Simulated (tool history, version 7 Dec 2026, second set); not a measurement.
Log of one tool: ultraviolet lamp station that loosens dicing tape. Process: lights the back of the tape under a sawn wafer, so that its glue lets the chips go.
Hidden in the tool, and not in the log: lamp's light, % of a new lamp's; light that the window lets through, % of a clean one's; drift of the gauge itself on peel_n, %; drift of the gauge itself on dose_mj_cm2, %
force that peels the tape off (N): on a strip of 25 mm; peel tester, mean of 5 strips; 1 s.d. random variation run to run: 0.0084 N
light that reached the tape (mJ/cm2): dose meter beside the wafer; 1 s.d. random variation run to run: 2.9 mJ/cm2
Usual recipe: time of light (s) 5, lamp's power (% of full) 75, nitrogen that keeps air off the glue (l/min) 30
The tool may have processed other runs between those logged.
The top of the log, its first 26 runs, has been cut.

run,hour,time of light (s),lamp's power (% of full),nitrogen that keeps air off the glue (l/min),hours of work of the lamp,hours of work since the window was cleaned,force that peels the tape off (N),light that reached the tape (mJ/cm2)
27,281.6,3,66,57,217,230,0.731,225
28,288.3,3,66,57,221,234,0.729,228
29,298.4,3,66,57,228,241,0.721,226
30,305.1,3,66,57,232,245,0.717,225
31,313.6,5,68,30,237,250,0.383,384
32,323.9,3,93,30,244,257,0.506,320
33,330.4,3,93,30,248,261,0.546,316
34,345.4,3,93,30,257,270,0.526,314
35,354.6,2,97,11,263,276,1.442,224
36,368.1,9,75,15,271,284,0.238,764
37,382.2,9,75,15,280,293,0.235,762
38,391.2,4,75,41,285,298,0.409,344
39,403,4,75,41,293,306,0.402,337
40,412.2,4,75,41,298,311,0.424,336
41,423.3,4,74,53,305,318,0.396,338
42,438.7,4,74,53,315,328,0.386,337
43,448.4,4,74,53,321,334,0.386,336
44,456.3,2,83,13,326,339,1.613,189
45,471.8,2,73,13,335,348,1.813,165

Branching from run 45: 3 alternative next runs. What would each branch give?
A,479.1,9,71,45,340,353,?,?
B,479.1,7,83,17,340,353,?,?
C,479.1,5,75,39,340,353,?,?

run,force that peels the tape off (N),light that reached the tape (mJ/cm2)
A,0.231,724
B,0.249,656
C,0.313,425
What these runs would have given with no unlogged condition in the tool:
run,force that peels the tape off (N),light that reached the tape (mJ/cm2)
A,0.231,725
B,0.249,658
C,0.312,425
